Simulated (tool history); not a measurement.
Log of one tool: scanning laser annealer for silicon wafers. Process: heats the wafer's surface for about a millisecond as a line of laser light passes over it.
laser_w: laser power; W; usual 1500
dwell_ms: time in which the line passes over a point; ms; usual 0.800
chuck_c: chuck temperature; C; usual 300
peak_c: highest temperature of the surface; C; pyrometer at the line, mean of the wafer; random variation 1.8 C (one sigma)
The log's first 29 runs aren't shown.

| run | hour | laser_w | dwell_ms | chuck_c | peak_c |
|---|---|---|---|---|---|
| 30 | 509.3 | 1433 | 0.650 | 312 | 975 |
| 31 | 525.9 | 1433 | 0.809 | 331 | 1078 |
| 32 | 547.6 | 1516 | 0.809 | 291 | 1082 |
| 33 | 560.4 | 1516 | 0.809 | 291 | 1082 |
| 34 | 577.4 | 1500 | 0.868 | 327 | 1141 |
| 35 | 591.4 | 1500 | 0.868 | 327 | 1141 |
| 36 | 606.4 | 1500 | 0.868 | 327 | 1139 |
| 37 | 618.3 | 1500 | 0.868 | 327 | 1139 |
| 38 | 630.3 | 1500 | 0.868 | 327 | 1139 |
| 39 | 649.8 | 1500 | 0.868 | 327 | 1138 |
| 40 | 672.0 | 1500 | 0.868 | 327 | 1141 |

5 ways to go on from here, each from the tool as it stands after run 40. What would each give?
| A | 687.5 | 1500 | 0.868 | 297 | ? |
| B | 687.5 | 1449 | 0.687 | 300 | ? |
| C | 687.5 | 1500 | 0.709 | 327 | ? |
| D | 687.5 | 1455 | 0.840 | 298 | ? |
| E | 687.5 | 1500 | 0.905 | 266 | ? |

| run | peak_c |
|---|---|
| A | 1109 |
| B | 992 |
| C | 1055 |
| D | 1073 |
| E | 1097 |
Without the tool's hidden state the same runs would have given:
| run | peak_c |
|---|---|
| A | 1109 |
| B | 993 |
| C | 1055 |
| D | 1073 |
| E | 1097 |

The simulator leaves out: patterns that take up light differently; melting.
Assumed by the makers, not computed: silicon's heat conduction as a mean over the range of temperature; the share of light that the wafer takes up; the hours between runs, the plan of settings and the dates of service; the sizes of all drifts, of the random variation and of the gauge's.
